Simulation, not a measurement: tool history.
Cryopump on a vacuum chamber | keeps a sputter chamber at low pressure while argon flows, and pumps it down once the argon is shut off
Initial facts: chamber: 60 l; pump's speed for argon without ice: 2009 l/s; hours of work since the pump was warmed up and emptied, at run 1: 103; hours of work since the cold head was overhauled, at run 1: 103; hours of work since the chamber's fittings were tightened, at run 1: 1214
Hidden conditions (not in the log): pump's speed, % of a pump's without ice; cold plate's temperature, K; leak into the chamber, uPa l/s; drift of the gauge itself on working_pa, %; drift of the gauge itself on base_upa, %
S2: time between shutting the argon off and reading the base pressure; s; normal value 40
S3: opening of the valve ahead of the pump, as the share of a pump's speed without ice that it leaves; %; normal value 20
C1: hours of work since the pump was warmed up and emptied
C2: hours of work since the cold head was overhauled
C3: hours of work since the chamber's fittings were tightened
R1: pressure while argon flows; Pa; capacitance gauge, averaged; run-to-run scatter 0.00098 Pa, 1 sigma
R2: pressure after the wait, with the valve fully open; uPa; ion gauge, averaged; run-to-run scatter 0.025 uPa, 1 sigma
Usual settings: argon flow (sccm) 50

{"run": 1, "hour": 0.0, "argon flow (sccm)": 50, "S2": 40, "S3": 20, "C1": 103, "C2": 103, "C3": 1214, "R1": 0.2115, "R2": 1.62}
{"run": 2, "hour": 18.2, "argon flow (sccm)": 50, "S2": 40, "S3": 20, "C1": 111, "C2": 111, "C3": 1223, "R1": 0.2119, "R2": 1.61}
{"run": 3, "hour": 39.5, "argon flow (sccm)": 50, "S2": 40, "S3": 20, "C1": 121, "C2": 121, "C3": 1232, "R1": 0.2113, "R2": 1.62}
{"run": 4, "hour": 51.3, "argon flow (sccm)": 50, "S2": 40, "S3": 20, "C1": 126, "C2": 126, "C3": 1238, "R1": 0.2107, "R2": 1.65}
{"run": 5, "hour": 66.9, "argon flow (sccm)": 50, "S2": 40, "S3": 58, "C1": 134, "C2": 134, "C3": 1245, "R1": 0.0743, "R2": 1.62}
{"run": 6, "hour": 82.8, "argon flow (sccm)": 50, "S2": 40, "S3": 53, "C1": 141, "C2": 141, "C3": 1252, "R1": 0.0826, "R2": 1.66}
{"run": 7, "hour": 95.2, "argon flow (sccm)": 50, "S2": 40, "S3": 20, "C1": 147, "C2": 147, "C3": 1258, "R1": 0.2134, "R2": 1.66}
{"run": 8, "hour": 111.2, "argon flow (sccm)": 50, "S2": 40, "S3": 20, "C1": 154, "C2": 154, "C3": 1265, "R1": 0.2133, "R2": 1.61}
{"run": 9, "hour": 132.1, "argon flow (sccm)": 47, "S2": 278, "S3": 22, "C1": 164, "C2": 164, "C3": 1275, "R1": 0.1825, "R2": 0.99}
{"run": 10, "hour": 148.6, "argon flow (sccm)": 97, "S2": 39, "S3": 58, "C1": 171, "C2": 171, "C3": 1283, "R1": 0.1465, "R2": 1.73}
{"run": 11, "hour": 159.7, "argon flow (sccm)": 22, "S2": 40, "S3": 27, "C1": 176, "C2": 176, "C3": 1288, "R1": 0.0696, "R2": 1.73}
{"run": 12, "hour": 178.8, "argon flow (sccm)": 64, "S2": 131, "S3": 27, "C1": 185, "C2": 185, "C3": 1296, "R1": 0.2026, "R2": 1.08}
{"run": 13, "hour": 197.7, "argon flow (sccm)": 64, "S2": 131, "S3": 27, "C1": 194, "C2": 194, "C3": 1305, "R1": 0.2028, "R2": 1.1}
{"run": 14, "hour": 214.8, "argon flow (sccm)": 50, "S2": 161, "S3": 20, "C1": 202, "C2": 202, "C3": 1313, "R1": 0.2121, "R2": 1.09}
{"run": 15, "hour": 230.4, "argon flow (sccm)": 36, "S2": 130, "S3": 31, "C1": 209, "C2": 209, "C3": 1320, "R1": 0.1, "R2": 1.12}
{"run": 16, "hour": 240.3, "argon flow (sccm)": 36, "S2": 130, "S3": 31, "C1": 213, "C2": 213, "C3": 1325, "R1": 0.0999, "R2": 1.09}

Measured less the same run without the tool's hidden state. The same run-to-run variation is in both; the gauge's scatter may not be:
run=1 R1=+0.0017 R2=+0.64
run=2 R1=+0.0018 R2=+0.65
run=3 R1=+0.0019 R2=+0.66
run=4 R1=+0.0019 R2=+0.66
run=5 R1=+0.0021 R2=+0.65
run=6 R1=+0.0022 R2=+0.66
run=7 R1=+0.0022 R2=+0.68
run=8 R1=+0.0024 R2=+0.68
run=9 R1=+0.0023 R2=+0.71
run=10 R1=+0.0049 R2=+0.7
run=11 R1=+0.0012 R2=+0.71
run=12 R1=+0.0035 R2=+0.69
run=13 R1=+0.0036 R2=+0.68
run=14 R1=+0.0029 R2=+0.72
run=15 R1=+0.0022 R2=+0.72
run=16 R1=+0.0022 R2=+0.71
